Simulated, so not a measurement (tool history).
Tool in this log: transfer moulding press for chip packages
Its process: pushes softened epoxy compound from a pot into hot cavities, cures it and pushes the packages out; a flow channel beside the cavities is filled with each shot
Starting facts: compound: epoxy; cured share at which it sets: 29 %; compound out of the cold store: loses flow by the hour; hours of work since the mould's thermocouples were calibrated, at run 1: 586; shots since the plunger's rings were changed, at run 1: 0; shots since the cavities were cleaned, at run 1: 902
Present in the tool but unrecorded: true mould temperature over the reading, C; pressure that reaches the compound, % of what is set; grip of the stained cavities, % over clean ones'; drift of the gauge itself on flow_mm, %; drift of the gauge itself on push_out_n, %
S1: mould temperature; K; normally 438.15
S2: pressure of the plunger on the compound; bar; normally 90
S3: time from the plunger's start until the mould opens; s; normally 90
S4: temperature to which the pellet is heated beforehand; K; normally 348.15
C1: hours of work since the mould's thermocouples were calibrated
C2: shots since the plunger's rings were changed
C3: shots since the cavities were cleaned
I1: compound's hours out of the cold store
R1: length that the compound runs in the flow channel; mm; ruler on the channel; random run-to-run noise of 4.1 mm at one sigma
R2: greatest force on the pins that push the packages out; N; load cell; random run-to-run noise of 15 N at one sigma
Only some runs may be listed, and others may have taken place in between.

Run 1, hour 0: usual settings; C1 586; C2 0; C3 902; I1 13.1. Result: R1 561 mm, R2 1156 N.
At hour 7.5: cavities cleaned with cleaning compound and waxed.
Run 2, hour 25: usual settings; C1 603; C2 318; C3 236; I1 43.1. Result: R1 455 mm, R2 785 N.
Run 3, hour 53.3: usual settings; C1 625; C2 701; C3 619; I1 32.6. Result: R1 485 mm, R2 902 N.
At hour 82.4: cavities cleaned with cleaning compound and waxed.
Run 4, hour 92.6: usual settings; C1 653; C2 1213; C3 138; I1 9.4. Result: R1 559 mm, R2 801 N.
Run 5, hour 124.6: usual settings; C1 677; C2 1647; C3 572; I1 43.7. Result: R1 442 mm, R2 928 N.
At hour 155.9: cavities cleaned with cleaning compound and waxed.
Run 6, hour 155.9: usual settings; C1 700; C2 2050; C3 0; I1 11.2. Result: R1 549 mm, R2 722 N.
Run 7, hour 191.8: usual settings; C1 727; C2 2536; C3 486; I1 38.4. Result: R1 441 mm, R2 914 N.
At hour 229.8: cavities cleaned with cleaning compound and waxed.
Run 8, hour 230.8: usual settings; C1 755; C2 3044; C3 14; I1 18.8. Result: R1 504 mm, R2 719 N.
At hour 234.8: mould's thermocouples calibrated.
Run 9, hour 268.3: usual settings but S1 435.15 K; C1 25; C2 3525; C3 495; I1 47.3. Result: R1 414 mm, R2 1144 N.
At hour 296.6: plunger's sealing rings changed.
Run 10, hour 300: usual settings but S1 435.15 K; C1 47; C2 46; C3 890; I1 9.4. Result: R1 581 mm, R2 1614 N.
At hour 307.8: cavities cleaned with cleaning compound and waxed.
Run 11, hour 321.4: usual settings but S1 435.15 K; C1 62; C2 315; C3 184; I1 34.7. Result: R1 491 mm, R2 1007 N.
Run 12, hour 350.2: usual settings but S1 435.15 K; C1 84; C2 706; C3 575; I1 17.1. Result: R1 550 mm, R2 1333 N.
Run 13, hour 373.3: usual settings but S2 77.2 bar; C1 102; C2 1018; C3 887; I1 13.7. Result: R1 498 mm, R2 1206 N.
At hour 382.2: cavities cleaned with cleaning compound and waxed.
Run 14, hour 411.8: usual settings but S2 77.2 bar; C1 130; C2 1519; C3 401; I1 41.9. Result: R1 414 mm, R2 915 N.
Run 15, hour 433.1: usual settings but S2 76.1 bar, S3 78 s, S4 355.15 K; C1 146; C2 1807; C3 689; I1 29.5. Result: R1 451 mm, R2 1530 N.
At hour 454.7: cavities cleaned with cleaning compound and waxed.
Run 16, hour 457.9: usual settings but S2 76.1 bar, S3 78 s, S4 355.15 K; C1 163; C2 2124; C3 45; I1 11.5. Result: R1 495 mm, R2 1149 N.
Run 17, hour 485.7: usual settings but S3 78 s, S4 344.15 K; C1 184; C2 2499; C3 420; I1 44.5. Result: R1 427 mm, R2 1283 N.
Run 18, hour 516.2: usual settings but S2 92.7 bar, S3 78 s, S4 344.15 K; C1 207; C2 2912; C3 833; I1 39. Result: R1 455 mm, R2 1468 N.
At hour 528: cavities cleaned with cleaning compound and waxed.
Run 19, hour 542.3: usual settings but S1 431.15 K, S2 96.1 bar, S3 94 s, S4 352.15 K; C1 226; C2 3245; C3 193; I1 21.6. Result: R1 522 mm, R2 1367 N.
Run 20, hour 560.7: usual settings but S1 444.15 K, S2 87.7 bar, S3 100 s, S4 357.15 K; C1 240; C2 3495; C3 443; I1 23.4. Result: R1 474 mm, R2 609 N.
Run 21, hour 580.8: usual settings but S1 434.15 K, S2 74.8 bar; C1 255; C2 3767; C3 715; I1 28.4. Result: R1 433 mm, R2 1438 N.
At hour 591.4: plunger's sealing rings changed.
At hour 602.7: cavities cleaned with cleaning compound and waxed.
Run 22, hour 625.9: usual settings but S1 436.15 K, S2 93 bar, S4 344.15 K; C1 286; C2 446; C3 314; I1 20.5. Result: R1 539 mm, R2 1156 N.
Run 23, hour 667.6: usual settings but S4 346.15 K; C1 317; C2 1012; C3 880; I1 11.4. Result: R1 559 mm, R2 1158 N.
At hour 676: cavities cleaned with cleaning compound and waxed.
Run 24, hour 689.1: usual settings but S4 346.15 K; C1 333; C2 1283; C3 179; I1 26.6. Result: R1 496 mm, R2 861 N.
Run 25, hour 706.4: usual settings but S4 346.15 K; C1 346; C2 1517; C3 413; I1 16.3. Result: R1 530 mm, R2 979 N.
At hour 748.1: cavities cleaned with cleaning compound and waxed.
Run 26, hour 748.1: usual settings but S1 440.15 K, S4 346.15 K; C1 376; C2 2060; C3 0; I1 46.1. Result: R1 428 mm, R2 585 N.
Run 27, hour 766.3: usual settings but S3 99 s, S4 347.15 K; C1 390; C2 2308; C3 248; I1 35.2. Result: R1 461 mm, R2 685 N.
Run 28, hour 798.8: usual settings but S1 441.15 K, S2 75.4 bar, S3 75 s, S4 355.15 K; C1 414; C2 2748; C3 688; I1 9.7. Result: R1 494 mm, R2 1390 N.

Below are 3 alternative next runs, each starting from the tool's condition after run 28. Predict each:
At hour 821.7: cavities cleaned with cleaning compound and waxed.
Run A, hour 830.6: usual settings but S1 443.15 K, S2 75.4 bar, S3 75 s, S4 355.15 K; C1 437; C2 3157; C3 120; I1 15.8. Result: R1 ?, R2 ?.
At hour 821.7: cavities cleaned with cleaning compound and waxed.
Run B, hour 830.6: usual settings but S3 113 s; C1 437; C2 3157; C3 120; I1 27.4. Result: R1 ?, R2 ?.
At hour 821.7: cavities cleaned with cleaning compound and waxed.
Run C, hour 830.6: usual settings but S1 441.15 K, S4 340.15 K; C1 437; C2 3157; C3 120; I1 35.3. Result: R1 ?, R2 ?.

run   R1   R2
  A  453  873
  B  476  551
  C  448  628
Take away the tool's hidden state, keep each run's random variation, and the runs would have read:
run   R1   R2
  A  484  820
  B  510  502
  C  479  581

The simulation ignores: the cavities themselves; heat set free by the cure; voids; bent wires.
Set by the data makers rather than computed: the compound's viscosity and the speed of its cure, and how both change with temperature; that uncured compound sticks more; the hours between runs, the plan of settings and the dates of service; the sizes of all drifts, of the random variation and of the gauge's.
